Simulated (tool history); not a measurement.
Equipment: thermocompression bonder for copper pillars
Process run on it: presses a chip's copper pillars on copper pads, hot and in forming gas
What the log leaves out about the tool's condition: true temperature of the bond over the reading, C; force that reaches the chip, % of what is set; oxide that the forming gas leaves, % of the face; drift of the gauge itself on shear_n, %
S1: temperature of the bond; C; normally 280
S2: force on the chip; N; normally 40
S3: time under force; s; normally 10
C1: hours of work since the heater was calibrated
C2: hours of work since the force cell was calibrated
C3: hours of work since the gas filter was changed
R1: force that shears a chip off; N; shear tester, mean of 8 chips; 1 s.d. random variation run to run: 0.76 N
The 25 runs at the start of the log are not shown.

Run 26, hour 264.0: usual settings but S1 278 C, S2 36 N, S3 12 s; C1 563; C2 226; C3 99. Result: R1 50.8 N.
Run 27, hour 270.9: usual settings but S1 293 C, S2 49 N, S3 6 s; C1 567; C2 231; C3 104. Result: R1 63.8 N.
Run 28, hour 283.2: usual settings but S1 293 C, S2 49 N, S3 18 s; C1 575; C2 239; C3 112. Result: R1 83.7 N.
Run 29, hour 295.0: usual settings but S1 304 C, S2 25 N, S3 18 s; C1 583; C2 247; C3 120. Result: R1 57.8 N.
Run 30, hour 310.0: usual settings but S1 257 C, S2 51 N, S3 18 s; C1 593; C2 257; C3 130. Result: R1 58.4 N.
Run 31, hour 318.9: usual settings but S1 257 C, S2 51 N, S3 18 s; C1 599; C2 263; C3 136. Result: R1 57.0 N.
Run 32, hour 327.0: usual settings but S2 27 N; C1 605; C2 268; C3 141. Result: R1 35.1 N.
Run 33, hour 341.4: usual settings but S2 27 N; C1 614; C2 278; C3 151. Result: R1 34.9 N.
Run 34, hour 350.7: usual settings but S1 261 C, S2 30 N; C1 620; C2 284; C3 157. Result: R1 28.7 N.
Run 35, hour 358.1: usual settings but S2 32 N, S3 26 s; C1 625; C2 289; C3 162. Result: R1 58.9 N.
Run 36, hour 364.8: usual settings but S2 28 N, S3 18 s; C1 630; C2 293; C3 167. Result: R1 45.0 N.
At hour 370.3: heater calibrated with a thermocouple chip.
Run 37, hour 378.1: usual settings but S2 38 N; C1 5; C2 301; C3 174. Result: R1 58.6 N.
Run 38, hour 388.1: usual settings but S2 38 N; C1 12; C2 307; C3 181. Result: R1 57.8 N.
At hour 389.6: forming gas filter changed.
Run 39, hour 396.6: usual settings but S2 38 N; C1 17; C2 313; C3 5. Result: R1 65.3 N.
Run 40, hour 406.7: usual settings but S1 293 C, S2 55 N, S3 21 s; C1 24; C2 319; C3 11. Result: R1 102.6 N.
Run 41, hour 418.7: usual settings but S1 293 C, S2 55 N, S3 21 s; C1 32; C2 328; C3 19. Result: R1 100.1 N.

3 ways to go on from here, each from the tool as it stands after run 41. What would each give?
Run A, hour 432.4: usual settings but S1 297 C, S2 50 N, S3 16 s; C1 41; C2 337; C3 29. Result: R1 ?.
Run B, hour 432.4: usual settings but S1 301 C; C1 41; C2 337; C3 29. Result: R1 ?.
Run C, hour 432.4: usual settings but S1 297 C, S2 31 N, S3 19 s; C1 41; C2 337; C3 29. Result: R1 ?.

run    R1
  A  96.2
  B  80.7
  C  78.2
Without the tool's unlogged condition, the same runs would have read:
run    R1
  A  97.5
  B  81.6
  C  79.0
